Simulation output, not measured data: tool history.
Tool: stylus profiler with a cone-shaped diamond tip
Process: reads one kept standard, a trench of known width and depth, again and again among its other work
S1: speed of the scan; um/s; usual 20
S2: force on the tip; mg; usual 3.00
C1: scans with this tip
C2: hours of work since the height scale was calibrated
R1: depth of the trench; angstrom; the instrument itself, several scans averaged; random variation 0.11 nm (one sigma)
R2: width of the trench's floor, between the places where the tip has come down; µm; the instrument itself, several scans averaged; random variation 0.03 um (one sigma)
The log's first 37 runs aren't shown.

run 38 day=18.479 | S1=14 S2=5.93 | C1=15947 C2=1659 | R1=2057.5 R2=17.70
run 39 day=19.021 | S1=7 S2=1.41 | C1=16008 C2=1665 | R1=2032.4 R2=17.68
run 40 day=19.317 | S1=7 S2=1.82 | C1=16040 C2=1669 | R1=2034.4 R2=17.62
run 41 day=19.783 | S1=7 S2=1.82 | C1=16093 C2=1674 | R1=2034.6 R2=17.63
run 42 day=20.162 | S1=31 S2=5.65 | C1=16135 C2=1679 | R1=2055.9 R2=17.61
run 43 day=20.629 | S1=5 S2=3.54 | C1=16188 C2=1684 | R1=2043.6 R2=17.67
run 44 day=21.212 | S1=5 S2=3.54 | C1=16253 C2=1691 | R1=2044.4 R2=17.68
run 45 day=21.829 | S1=20 S2=1.78 | C1=16322 C2=1698 | R1=2034.8 R2=17.60
run 46 day=22.488 | S1=20 S2=1.78 | C1=16396 C2=1706 | R1=2034.1 R2=17.59
run 47 day=23.188 | S1=69 S2=1.57 | C1=16474 C2=1714 | R1=2032.2 R2=17.38

Forecast each of these 3 alternatives for the next run:
run A day=23.638 | S1=7 S2=5.48 | C1=16525 C2=1719 | R1=? R2=?
run B day=23.638 | S1=25 S2=3.10 | C1=16525 C2=1719 | R1=? R2=?
run C day=23.638 | S1=9 S2=8.63 | C1=16525 C2=1719 | R1=? R2=?

run=A R1=2057.3 R2=17.72
run=B R1=2043.0 R2=17.62
run=C R1=2069.7 R2=17.64
Without the tool's hidden state the same runs would have given:
run=A R1=2042.5 R2=18.30
run=B R1=2028.4 R2=18.19
run=C R1=2054.8 R2=18.22
